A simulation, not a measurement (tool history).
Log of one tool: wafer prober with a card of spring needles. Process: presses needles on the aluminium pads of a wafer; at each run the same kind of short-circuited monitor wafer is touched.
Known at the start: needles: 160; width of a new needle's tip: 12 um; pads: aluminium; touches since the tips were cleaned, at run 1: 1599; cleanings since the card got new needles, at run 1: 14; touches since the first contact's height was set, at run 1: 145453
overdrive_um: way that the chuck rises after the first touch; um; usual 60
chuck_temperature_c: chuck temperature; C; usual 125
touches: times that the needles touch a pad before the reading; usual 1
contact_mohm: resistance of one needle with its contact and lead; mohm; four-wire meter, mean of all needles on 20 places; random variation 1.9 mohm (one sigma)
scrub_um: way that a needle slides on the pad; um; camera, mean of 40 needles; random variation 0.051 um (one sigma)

run,day,overdrive_um,chuck_temperature_c,touches,touches since the tips were cleaned,cleanings since the card got new needles,touches since the first contact's height was set,contact_mohm,scrub_um
1,0,60,125,1,1599,14,145453,206,15.28
2,0.675,60,125,1,4946,14,148800,215,15.31
# day 1.458: tips cleaned on abrasive film
3,1.783,60,125,1,1620,15,154293,205,15.33
4,2.792,60,125,1,6635,15,159308,215,15.26
# day 3.254: tips cleaned on abrasive film
5,3.638,60,125,1,1896,16,163473,201,15.34
6,4.875,60,125,1,8052,16,169629,216,15.32
# day 5.05: tips cleaned on abrasive film
7,5.75,60,125,1,3476,17,173945,211,15.22
8,6.717,60,125,1,8283,17,178752,217,15.26
# day 6.829: tips cleaned on abrasive film
9,7.742,60,59,1,4531,18,183831,202,15.15
# day 8.621: tips cleaned on abrasive film
10,9.033,60,59,1,2045,19,190210,195,15.23
11,10.225,50,59,1,7964,19,196129,215,12.45
# day 10.388: tips cleaned on abrasive film
12,10.812,60,125,1,2111,20,199026,205,15.13
13,11.775,60,125,1,6894,20,203809,211,15.14
# day 12.175: tips cleaned on abrasive film
14,12.354,60,125,1,887,21,206668,203,15.06
# day 12.771: height of the first contact set anew
15,13.071,60,125,1,4397,21,1493,211,15.77
16,13.712,61,125,1,7576,21,4672,214,15.92
# day 14.038: tips cleaned on abrasive film
17,14.25,61,125,1,1066,22,7323,202,15.94
18,14.842,61,35,2,4005,22,10262,186,15.78
19,15.708,61,35,2,8303,22,14560,190,15.93
# day 15.867: tips cleaned on abrasive film
20,16.721,44,42,3,4252,23,19576,194,11.46
21,17.425,73,42,3,7740,23,23064,184,19.08
# day 17.696: tips cleaned on abrasive film
22,18.558,60,34,1,4281,24,28679,196,15.53
# day 19.492: tips cleaned on abrasive film
23,19.675,42,28,1,902,25,34198,191,10.85
24,20.85,42,28,1,6743,25,40039,216,10.86
# day 21.3: tips cleaned on abrasive film
25,22.142,72,114,1,4179,26,46440,205,18.54
# day 23.138: tips cleaned on abrasive film
26,23.425,72,114,1,1428,27,52800,203,18.63
27,24.646,72,114,1,7491,27,58863,209,18.69
# day 24.938: tips cleaned on abrasive film
28,25.683,72,114,1,3710,28,63995,201,18.58
29,26.308,45,50,1,6796,28,67081,213,11.58
# day 26.771: tips cleaned on abrasive film
30,27.458,49,125,1,3412,29,72781,215,12.66
31,28.146,49,125,1,6826,29,76195,221,12.55
# day 28.617: tips cleaned on abrasive film
32,29.112,42,125,2,2479,30,80988,211,10.75
33,30.008,42,125,2,6923,30,85432,218,10.74
# day 30.483: tips cleaned on abrasive film
34,31.162,47,39,3,3379,31,91140,189,12.02

Hidden state or all else? Some run-to-run changes of contact_mohm, split into what the settings, what came in and random variation would give without the hidden state, and what is left for the hidden state (with any gauge scatter that isn't in both results):
The hidden state here: debris on the tips, nm; way that the needles fall short of the set height, um; tips' diameter, um; drift of the gauge itself on contact_mohm, %; drift of the gauge itself on scrub_um, %.
Run 10 -> 11: overdrive_um 60 -> 50. contact_mohm +20 mohm: hidden state +19, all else +1.
Run 11 -> 12: overdrive_um 50 -> 60, chuck_temperature_c 59 -> 125, tips cleaned on abrasive film. contact_mohm -10 mohm: hidden state -20, all else +10.
Run 23 -> 24: no setting changed, nothing entered. contact_mohm +25 mohm: hidden state +23, all else +2.
Run 24 -> 25: overdrive_um 42 -> 72, chuck_temperature_c 28 -> 114, tips cleaned on abrasive film. contact_mohm -11 mohm: hidden state -22, all else +11.
Run 33 -> 34: overdrive_um 42 -> 47, chuck_temperature_c 125 -> 39, touches 2 -> 3, tips cleaned on abrasive film. contact_mohm -29 mohm: hidden state -11, all else -18.
